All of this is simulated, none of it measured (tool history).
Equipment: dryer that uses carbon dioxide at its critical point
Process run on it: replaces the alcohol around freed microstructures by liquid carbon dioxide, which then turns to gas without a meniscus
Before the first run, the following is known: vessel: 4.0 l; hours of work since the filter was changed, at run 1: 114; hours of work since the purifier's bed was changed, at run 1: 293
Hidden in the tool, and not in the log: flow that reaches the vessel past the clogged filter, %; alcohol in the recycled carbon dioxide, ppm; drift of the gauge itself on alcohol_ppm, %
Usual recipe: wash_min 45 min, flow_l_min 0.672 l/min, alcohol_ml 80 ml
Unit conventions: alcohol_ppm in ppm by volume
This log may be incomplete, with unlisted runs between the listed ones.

run   hour  wash_min  flow_l_min  alcohol_ml  hours of work since the filter was changed  hours of work since the purifier's bed was changed  alcohol_ppm
  1      0        45       0.672          80                                         114                                                 293           77
  2   19.4        45       0.672          80                                         125                                                 304           91
  3   33.8        45       0.672          80                                         134                                                 313           83
  4     45        45       0.672          80                                         140                                                 319           83
  5   66.7        45       0.672          80                                         152                                                 331           80
  6   86.4        45       0.672          80                                         164                                                 343           98
  7  101.6        45       0.672          80                                         172                                                 351           89
  8  122.8        45       0.672          80                                         184                                                 364          100
  9  138.8        45       0.672          80                                         194                                                 373          100
 10    162        45       0.672          80                                         207                                                 386           97
 11  174.9        49       0.672         114                                         214                                                 393           99
 12  185.8        38       0.474          80                                         220                                                 400          569
 13  206.8        32        0.62          96                                         232                                                 412          524
 14  221.3        32        0.62          96                                         241                                                 420          524
 15    231        43        0.71          80                                         246                                                 425          110
     239.2  -- inlet filter changed
 16  251.5        43        0.71          80                                           7                                                 437           88
 17  266.7        39       0.856          26                                          16                                                 445           62
 18  286.4        45       0.467          80                                          27                                                 456          234

What differs in the tool's unlogged condition from the final listed run ahead of each entry between runs to the first listed run following it?
Between runs 15 and 16: inlet filter changed (hour 239.2)
  flow that reaches the vessel past the clogged filter, %: 87.4 -> 99.3; alcohol in the recycled carbon dioxide, ppm: 59.5 -> 60.8
  what was measured, less what the result would be without the hidden state, alcohol_ppm: +82 -> +57 ppm by volume
